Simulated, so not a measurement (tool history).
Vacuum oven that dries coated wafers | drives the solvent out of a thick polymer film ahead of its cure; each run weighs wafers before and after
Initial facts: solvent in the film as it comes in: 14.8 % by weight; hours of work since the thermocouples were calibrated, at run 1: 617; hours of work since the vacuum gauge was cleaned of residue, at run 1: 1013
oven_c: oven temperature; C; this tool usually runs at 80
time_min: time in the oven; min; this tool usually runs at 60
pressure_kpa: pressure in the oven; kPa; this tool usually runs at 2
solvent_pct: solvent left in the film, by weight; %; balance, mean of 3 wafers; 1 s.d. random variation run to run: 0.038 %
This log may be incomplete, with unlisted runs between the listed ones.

| run | hour | oven_c | time_min | pressure_kpa | hours of work since the thermocouples were calibrated | hours of work since the vacuum gauge was cleaned of residue | solvent_pct |
|---|---|---|---|---|---|---|---|
| 1 | 0 | 80 | 60 | 2 | 617 | 1013 | 3.57 |
| 2 | 51.9 | 80 | 60 | 2 | 644 | 1040 | 3.56 |
| 3 | 94.8 | 80 | 60 | 2 | 667 | 1062 | 3.66 |
| 4 | 152.8 | 81 | 60 | 2 | 697 | 1093 | 3.45 |
| 5 | 230.3 | 80 | 60 | 4.69 | 737 | 1133 | 5.83 |
|  | 280.9 | oven's thermocouples calibrated |
| 6 | 306.5 | 80 | 60 | 6.8 | 13 | 1172 | 7.31 |
| 7 | 360.8 | 80 | 56 | 2 | 42 | 1200 | 3.77 |
| 8 | 429 | 80 | 56 | 2 | 77 | 1235 | 3.8 |
| 9 | 514.5 | 80 | 60 | 2 | 122 | 1280 | 3.53 |
| 10 | 599 | 80 | 81 | 2 | 166 | 1324 | 2.82 |
| 11 | 671.8 | 80 | 60 | 2 | 204 | 1362 | 3.61 |
| 12 | 727.6 | 80 | 60 | 2 | 233 | 1391 | 3.71 |
| 13 | 793.5 | 80 | 60 | 2 | 267 | 1425 | 3.72 |
| 14 | 858 | 80 | 60 | 2 | 301 | 1459 | 3.76 |
| 15 | 902.3 | 80 | 43 | 4.47 | 324 | 1482 | 6.62 |
| 16 | 989.7 | 78 | 60 | 3.78 | 369 | 1528 | 5.71 |
| 17 | 1043.5 | 80 | 60 | 2.95 | 397 | 1556 | 4.47 |
| 18 | 1120.7 | 91 | 58 | 2.2 | 438 | 1596 | 2.07 |
| 19 | 1156.5 | 91 | 58 | 2.2 | 456 | 1615 | 2.06 |
| 20 | 1203.1 | 80 | 51 | 2.48 | 481 | 1639 | 4.74 |
| 21 | 1240.8 | 80 | 51 | 2.48 | 500 | 1658 | 4.77 |
| 22 | 1317.8 | 80 | 51 | 2.48 | 540 | 1699 | 4.72 |
| 23 | 1358.4 | 95 | 50 | 2 | 561 | 1720 | 1.74 |
| 24 | 1441.8 | 95 | 50 | 2 | 605 | 1763 | 1.71 |
| 25 | 1508.2 | 95 | 38 | 1.08 | 640 | 1798 | 1.91 |
| 26 | 1559.3 | 70 | 70 | 6.01 | 666 | 1824 | 10.35 |
| 27 | 1614.5 | 88 | 70 | 2.64 | 695 | 1853 | 2.48 |

Consider 3 possible next runs. They are alternatives, not a sequence: every one starts from the tool as it was left by run 27. What does each give?
| A | 1687.4 | 80 | 32 | 4.73 | 733 | 1891 | ? |
| B | 1687.4 | 80 | 48 | 2 | 733 | 1891 | ? |
| C | 1687.4 | 69 | 101 | 2 | 733 | 1891 | ? |

| run | solvent_pct |
|---|---|
| A | 7.93 |
| B | 4.66 |
| C | 5.21 |
Had the tool no hidden state, the same runs would have come out as:
| run | solvent_pct |
|---|---|
| A | 7.24 |
| B | 4.01 |
| C | 4.37 |

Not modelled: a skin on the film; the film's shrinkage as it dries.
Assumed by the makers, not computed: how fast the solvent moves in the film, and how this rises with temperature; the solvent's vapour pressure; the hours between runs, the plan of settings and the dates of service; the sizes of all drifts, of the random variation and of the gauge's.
